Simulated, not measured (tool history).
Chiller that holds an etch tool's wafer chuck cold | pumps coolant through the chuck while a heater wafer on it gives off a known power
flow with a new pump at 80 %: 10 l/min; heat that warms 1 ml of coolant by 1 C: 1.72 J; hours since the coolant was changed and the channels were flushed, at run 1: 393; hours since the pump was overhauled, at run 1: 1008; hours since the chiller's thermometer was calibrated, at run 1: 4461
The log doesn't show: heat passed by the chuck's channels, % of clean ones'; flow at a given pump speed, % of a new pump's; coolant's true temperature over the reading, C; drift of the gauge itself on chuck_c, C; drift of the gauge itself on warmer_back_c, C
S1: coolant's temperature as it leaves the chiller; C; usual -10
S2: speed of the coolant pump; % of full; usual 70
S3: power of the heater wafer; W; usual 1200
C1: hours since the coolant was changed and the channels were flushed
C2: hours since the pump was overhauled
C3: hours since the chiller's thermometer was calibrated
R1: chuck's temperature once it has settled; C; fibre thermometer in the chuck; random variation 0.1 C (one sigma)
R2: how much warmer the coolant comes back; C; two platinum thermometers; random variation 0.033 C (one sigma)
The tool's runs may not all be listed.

{"run": 1, "hour": 0.0, "S1": -10, "S2": 70, "S3": 1200, "C1": 393, "C2": 1008, "C3": 4461, "R1": 4.2, "R2": 4.84}
{"run": 2, "hour": 34.2, "S1": -10, "S2": 81, "S3": 1200, "C1": 427, "C2": 1042, "C3": 4495, "R1": 2.6, "R2": 4.1}
{"run": 3, "hour": 64.3, "S1": -10, "S2": 81, "S3": 1200, "C1": 457, "C2": 1072, "C3": 4525, "R1": 2.5, "R2": 4.08}
{"run": 4, "hour": 85.7, "S1": -10, "S2": 70, "S3": 1200, "C1": 478, "C2": 1093, "C3": 4547, "R1": 4.2, "R2": 4.8}
{"run": 5, "hour": 121.7, "S1": -10, "S2": 70, "S3": 1200, "C1": 514, "C2": 1129, "C3": 4583, "R1": 4.2, "R2": 4.74}
{"hour": 138.8, "done": "chiller's thermometer calibrated"}
{"run": 6, "hour": 162.8, "S1": -10, "S2": 70, "S3": 1200, "C1": 554, "C2": 1169, "C3": 24, "R1": 4.3, "R2": 4.74}
{"run": 7, "hour": 195.7, "S1": -10, "S2": 70, "S3": 1200, "C1": 587, "C2": 1202, "C3": 57, "R1": 4.2, "R2": 4.78}
{"run": 8, "hour": 219.1, "S1": -2, "S2": 70, "S3": 1200, "C1": 611, "C2": 1226, "C3": 80, "R1": 12.2, "R2": 4.65}
{"run": 9, "hour": 241.0, "S1": -2, "S2": 70, "S3": 1200, "C1": 633, "C2": 1248, "C3": 102, "R1": 12.3, "R2": 4.7}
{"run": 10, "hour": 266.4, "S1": -2, "S2": 70, "S3": 1200, "C1": 658, "C2": 1273, "C3": 128, "R1": 12.2, "R2": 4.68}
{"run": 11, "hour": 307.6, "S1": -2, "S2": 70, "S3": 1200, "C1": 699, "C2": 1314, "C3": 169, "R1": 12.2, "R2": 4.7}
{"run": 12, "hour": 338.1, "S1": -2, "S2": 70, "S3": 1200, "C1": 730, "C2": 1345, "C3": 199, "R1": 12.1, "R2": 4.65}
{"run": 13, "hour": 373.8, "S1": -10, "S2": 70, "S3": 826, "C1": 766, "C2": 1381, "C3": 235, "R1": -0.4, "R2": 3.17}
{"hour": 398.2, "done": "gauge calibrated"}
{"run": 14, "hour": 408.2, "S1": -10, "S2": 70, "S3": 1200, "C1": 800, "C2": 1415, "C3": 269, "R1": 4.1, "R2": 4.83}
{"run": 15, "hour": 431.6, "S1": -10, "S2": 70, "S3": 1200, "C1": 823, "C2": 1438, "C3": 293, "R1": 4.3, "R2": 4.81}
{"run": 16, "hour": 451.8, "S1": -8, "S2": 70, "S3": 1200, "C1": 844, "C2": 1459, "C3": 313, "R1": 6.1, "R2": 4.81}
{"run": 17, "hour": 490.9, "S1": -8, "S2": 70, "S3": 1200, "C1": 883, "C2": 1498, "C3": 352, "R1": 6.0, "R2": 4.7}
{"run": 18, "hour": 511.8, "S1": -8, "S2": 70, "S3": 1200, "C1": 904, "C2": 1519, "C3": 373, "R1": 6.2, "R2": 4.77}
{"run": 19, "hour": 546.1, "S1": -8, "S2": 70, "S3": 1200, "C1": 938, "C2": 1553, "C3": 407, "R1": 6.1, "R2": 4.78}
{"run": 20, "hour": 575.7, "S1": -18, "S2": 70, "S3": 836, "C1": 967, "C2": 1582, "C3": 437, "R1": -8.2, "R2": 3.25}
{"run": 21, "hour": 617.2, "S1": -19, "S2": 70, "S3": 1520, "C1": 1009, "C2": 1624, "C3": 478, "R1": -0.8, "R2": 6.0}
{"run": 22, "hour": 638.4, "S1": -7, "S2": 70, "S3": 1462, "C1": 1030, "C2": 1645, "C3": 500, "R1": 10.1, "R2": 5.77}
{"run": 23, "hour": 662.9, "S1": -19, "S2": 66, "S3": 1200, "C1": 1055, "C2": 1670, "C3": 524, "R1": -4.1, "R2": 4.98}
{"run": 24, "hour": 689.3, "S1": -10, "S2": 61, "S3": 725, "C1": 1081, "C2": 1696, "C3": 550, "R1": -0.4, "R2": 3.22}
{"run": 25, "hour": 728.6, "S1": -10, "S2": 82, "S3": 1200, "C1": 1120, "C2": 1735, "C3": 590, "R1": 2.2, "R2": 3.92}
{"run": 26, "hour": 766.4, "S1": -9, "S2": 63, "S3": 1200, "C1": 1158, "C2": 1773, "C3": 628, "R1": 6.5, "R2": 5.18}
{"run": 27, "hour": 795.7, "S1": 0, "S2": 72, "S3": 1274, "C1": 1187, "C2": 1802, "C3": 657, "R1": 14.8, "R2": 4.81}
{"run": 28, "hour": 815.6, "S1": -12, "S2": 66, "S3": 1046, "C1": 1207, "C2": 1822, "C3": 677, "R1": 1.0, "R2": 4.24}
{"run": 29, "hour": 845.1, "S1": -12, "S2": 89, "S3": 1725, "C1": 1237, "C2": 1852, "C3": 706, "R1": 4.7, "R2": 5.18}
{"run": 30, "hour": 882.5, "S1": -12, "S2": 89, "S3": 1725, "C1": 1274, "C2": 1889, "C3": 744, "R1": 4.4, "R2": 5.1}
{"run": 31, "hour": 920.4, "S1": -20, "S2": 67, "S3": 677, "C1": 1312, "C2": 1927, "C3": 782, "R1": -11.7, "R2": 2.6}

3 ways to go on from here, each from the tool as it stands after run 31. What would each give?
{"run": "A", "hour": 954.5, "S1": -11, "S2": 79, "S3": 1221, "C1": 1346, "C2": 1961, "C3": 816, "R1": "?", "R2": "?"}
{"run": "B", "hour": 954.5, "S1": -2, "S2": 70, "S3": 782, "C1": 1346, "C2": 1961, "C3": 816, "R1": "?", "R2": "?"}
{"run": "C", "hour": 954.5, "S1": -7, "S2": 88, "S3": 1594, "C1": 1346, "C2": 1961, "C3": 816, "R1": "?", "R2": "?"}

run=A R1=1.9 R2=4.06
run=B R1=7.4 R2=2.84
run=C R1=8.5 R2=4.71
Without the tool's hidden state the same runs would have given:
run=A R1=1.9 R2=4.36
run=B R1=7.4 R2=3.14
run=C R1=8.5 R2=5.01

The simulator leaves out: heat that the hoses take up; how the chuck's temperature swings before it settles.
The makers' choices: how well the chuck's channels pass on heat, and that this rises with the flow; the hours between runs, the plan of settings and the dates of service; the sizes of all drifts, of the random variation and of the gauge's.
